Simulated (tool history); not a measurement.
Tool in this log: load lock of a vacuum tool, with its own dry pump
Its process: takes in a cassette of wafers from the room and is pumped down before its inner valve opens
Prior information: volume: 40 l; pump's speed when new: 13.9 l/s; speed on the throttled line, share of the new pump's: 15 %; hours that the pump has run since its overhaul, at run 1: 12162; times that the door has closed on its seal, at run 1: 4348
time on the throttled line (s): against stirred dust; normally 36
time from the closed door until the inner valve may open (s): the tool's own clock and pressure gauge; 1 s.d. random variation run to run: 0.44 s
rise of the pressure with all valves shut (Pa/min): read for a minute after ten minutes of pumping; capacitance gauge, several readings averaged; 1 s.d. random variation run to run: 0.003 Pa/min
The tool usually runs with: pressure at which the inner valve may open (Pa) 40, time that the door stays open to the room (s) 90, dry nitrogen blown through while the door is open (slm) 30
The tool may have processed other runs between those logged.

run    hour  time on the throttled line (s)  pressure at which the inner valve may open (Pa)  time that the door stays open to the room (s)  dry nitrogen blown through while the door is open (slm)  hours that the pump has run since its overhaul  times that the door has closed on its seal  incoming humidity of the room's air, %  time from the closed door until the inner valve may open (s)  rise of the pressure with all valves shut (Pa/min)
  1     0.0                              36                                               40                                             90                                                       30                                           12162                                        4348                                    44.0                                                          52.2                                               0.030
  2    82.6                              36                                               40                                             90                                                       30                                           12244                                        4513                                    42.7                                                          52.8                                               0.023
  3   227.5                              36                                               40                                             90                                                       30                                           12389                                        4802                                    43.1                                                          53.6                                               0.028
  4   338.6                              36                                               40                                             90                                                       30                                           12500                                        5024                                    47.1                                                          52.8                                               0.029
      468.0  -- dry pump taken out, an overhauled one fitted
  5   472.7                              36                                               40                                             90                                                       30                                               5                                        5279                                    47.1                                                          53.0                                               0.026
  6   594.5                              36                                               40                                            140                                                       30                                             126                                        5522                                    44.0                                                          53.9                                               0.032
  7   739.4                              36                                               40                                            140                                                       30                                             271                                        5811                                    44.5                                                          52.5                                               0.037
  8   901.1                              36                                               40                                            140                                                       30                                             433                                        6134                                    45.1                                                          52.7                                               0.041
  9  1060.6                              36                                               40                                             90                                                       30                                             593                                        6452                                    48.0                                                          52.6                                               0.034
 10  1153.6                              36                                               40                                             90                                                       30                                             686                                        6638                                    44.4                                                          53.4                                               0.031
 11  1265.2                              36                                               40                                             90                                                       30                                             797                                        6861                                    46.2                                                          52.8                                               0.029
 12  1414.1                              36                                               40                                             90                                                       30                                             946                                        7158                                    45.9                                                          53.7                                               0.034
 13  1539.8                              71                                               40                                             90                                                       30                                            1072                                        7409                                    47.4                                                          83.1                                               0.031
 14  1678.7                              71                                               40                                             90                                                       30                                            1211                                        7686                                    45.8                                                          81.9                                               0.030
 15  1762.4                              71                                               40                                             90                                                       30                                            1294                                        7853                                    44.0                                                          82.8                                               0.027
 16  1847.8                              36                                               40                                             90                                                       30                                            1380                                        8023                                    43.2                                                          53.0                                               0.030
 17  1990.9                              36                                               40                                             90                                                       30                                            1523                                        8309                                    44.4                                                          52.7                                               0.021
 18  2136.6                              36                                               40                                             90                                                       30                                            1669                                        8599                                    45.0                                                          53.0                                               0.025
 19  2225.6                              36                                               47                                             90                                                       26                                            1758                                        8777                                    41.2                                                          52.3                                               0.024
 20  2358.1                              43                                               46                                            117                                                       18                                            1890                                        9041                                    49.3                                                          58.6                                               0.050
 21  2449.9                              43                                               46                                            117                                                       18                                            1982                                        9225                                    45.2                                                          58.4                                               0.043
 22  2569.9                              36                                               33                                            162                                                        8                                            2102                                        9464                                    43.3                                                          53.3                                               0.065
 23  2669.5                              19                                               40                                            197                                                       18                                            2202                                        9663                                    43.1                                                          39.1                                               0.051
 24  2769.3                              19                                               40                                            197                                                       18                                            2301                                        9862                                    41.7                                                          38.9                                               0.049
 25  2883.7                              19                                               40                                            197                                                       18                                            2416                                       10090                                    43.0                                                          38.4                                               0.049
 26  2978.8                              19                                               40                                            197                                                       18                                            2511                                       10280                                    46.4                                                          38.7                                               0.056
 27  3071.9                              19                                               40                                            197                                                       18                                            2604                                       10466                                    41.2                                                          38.6                                               0.047
 28  3174.4                              19                                               40                                            197                                                       18                                            2706                                       10670                                    46.0                                                          38.9                                               0.054
 29  3241.0                              36                                               58                                             90                                                       20                                            2773                                       10803                                    41.9                                                          52.2                                               0.034
 30  3329.3                              44                                               45                                             90                                                       20                                            2861                                       10979                                    44.9                                                          59.5                                               0.036
 31  3452.9                              36                                               29                                            137                                                        4                                            2985                                       11226                                    47.0                                                          54.5                                               0.084
 32  3592.4                              36                                               40                                             90                                                       10                                            3124                                       11504                                    44.5                                                          53.2                                               0.056
 33  3735.2                              65                                               40                                             90                                                       10                                            3267                                       11789                                    48.6                                                          78.1                                               0.054
 34  3858.0                              36                                               40                                             90                                                        5                                            3390                                       12034                                    46.8                                                          52.8                                               0.065
 35  4002.1                              36                                               40                                             90                                                        5                                            3534                                       12322                                    46.4                                                          52.4                                               0.065
 36  4084.5                              52                                               43                                             90                                                       30                                            3617                                       12486                                    43.4                                                          66.7                                               0.030

Describe how what the log doesn't record of the tool's condition differs between the last listed run preceding each entry between runs and the first listed run following it.
Runs 4 to 5: dry pump taken out, an overhauled one fitted (hour 468.0)
  pump's speed, % of a new pump's: 99.9 -> 100
